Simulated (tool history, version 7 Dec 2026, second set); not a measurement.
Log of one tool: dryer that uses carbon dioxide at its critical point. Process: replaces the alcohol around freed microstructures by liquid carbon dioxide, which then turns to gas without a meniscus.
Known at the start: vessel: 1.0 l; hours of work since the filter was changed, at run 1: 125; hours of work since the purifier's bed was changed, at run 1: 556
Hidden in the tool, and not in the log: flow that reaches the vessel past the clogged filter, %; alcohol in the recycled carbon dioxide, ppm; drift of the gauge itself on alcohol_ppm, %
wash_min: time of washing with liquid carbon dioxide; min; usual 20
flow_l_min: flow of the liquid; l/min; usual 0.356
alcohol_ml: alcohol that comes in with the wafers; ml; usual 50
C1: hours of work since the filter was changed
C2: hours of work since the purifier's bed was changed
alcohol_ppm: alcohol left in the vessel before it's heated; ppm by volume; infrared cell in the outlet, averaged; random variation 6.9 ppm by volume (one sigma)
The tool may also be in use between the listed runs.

Run 1, hour 0: usual settings; C1 125; C2 556. Result: alcohol_ppm 537 ppm by volume.
Run 2, hour 59.3: usual settings; C1 144; C2 575. Result: alcohol_ppm 555 ppm by volume.
Run 3, hour 116.1: usual settings; C1 162; C2 593. Result: alcohol_ppm 584 ppm by volume.
Run 4, hour 172.4: usual settings; C1 180; C2 611. Result: alcohol_ppm 578 ppm by volume.
Run 5, hour 218.8: usual settings; C1 194; C2 626. Result: alcohol_ppm 595 ppm by volume.
Run 6, hour 264.7: usual settings; C1 209; C2 640. Result: alcohol_ppm 607 ppm by volume.
Run 7, hour 320.8: usual settings; C1 227; C2 658. Result: alcohol_ppm 610 ppm by volume.
Run 8, hour 354.2: usual settings; C1 237; C2 669. Result: alcohol_ppm 605 ppm by volume.
Run 9, hour 388.2: usual settings but wash_min 15 min, flow_l_min 0.252 l/min, alcohol_ml 22 ml; C1 248; C2 680. Result: alcohol_ppm 1919 ppm by volume.
Run 10, hour 424.4: usual settings but wash_min 19 min, alcohol_ml 79 ml; C1 260; C2 691. Result: alcohol_ppm 1046 ppm by volume.
Run 11, hour 492.7: usual settings but wash_min 19 min, alcohol_ml 79 ml; C1 281; C2 713. Result: alcohol_ppm 1103 ppm by volume.
At hour 525.6: inlet filter changed.
Run 12, hour 532.5: usual settings but wash_min 19 min, alcohol_ml 79 ml; C1 2; C2 725. Result: alcohol_ppm 899 ppm by volume.
Run 13, hour 569.5: usual settings but wash_min 12 min, flow_l_min 0.284 l/min, alcohol_ml 85 ml; C1 14; C2 737. Result: alcohol_ppm 7897 ppm by volume.

5 ways to go on from here, each from the tool as it stands after run 13. What would each give?
Run A, hour 609.6: usual settings but flow_l_min 0.481 l/min; C1 27; C2 750. Result: alcohol_ppm ?.
Run B, hour 609.6: usual settings but wash_min 15 min, flow_l_min 0.284 l/min, alcohol_ml 69 ml; C1 27; C2 750. Result: alcohol_ppm ?.
Run C, hour 609.6: usual settings but wash_min 19 min; C1 27; C2 750. Result: alcohol_ppm ?.
Run D, hour 609.6: usual settings but wash_min 12 min, flow_l_min 0.326 l/min, alcohol_ml 101 ml; C1 27; C2 750. Result: alcohol_ppm ?.
Run E, hour 609.6: usual settings but wash_min 14 min, flow_l_min 0.584 l/min, alcohol_ml 85 ml; C1 27; C2 750. Result: alcohol_ppm ?.

run  alcohol_ppm
  A          285
  B         3463
  C          657
  D         6582
  E          514
Without the tool's hidden state the same runs would have given:
run  alcohol_ppm
  A           53
  B         3119
  C          402
  D         6134
  E          266
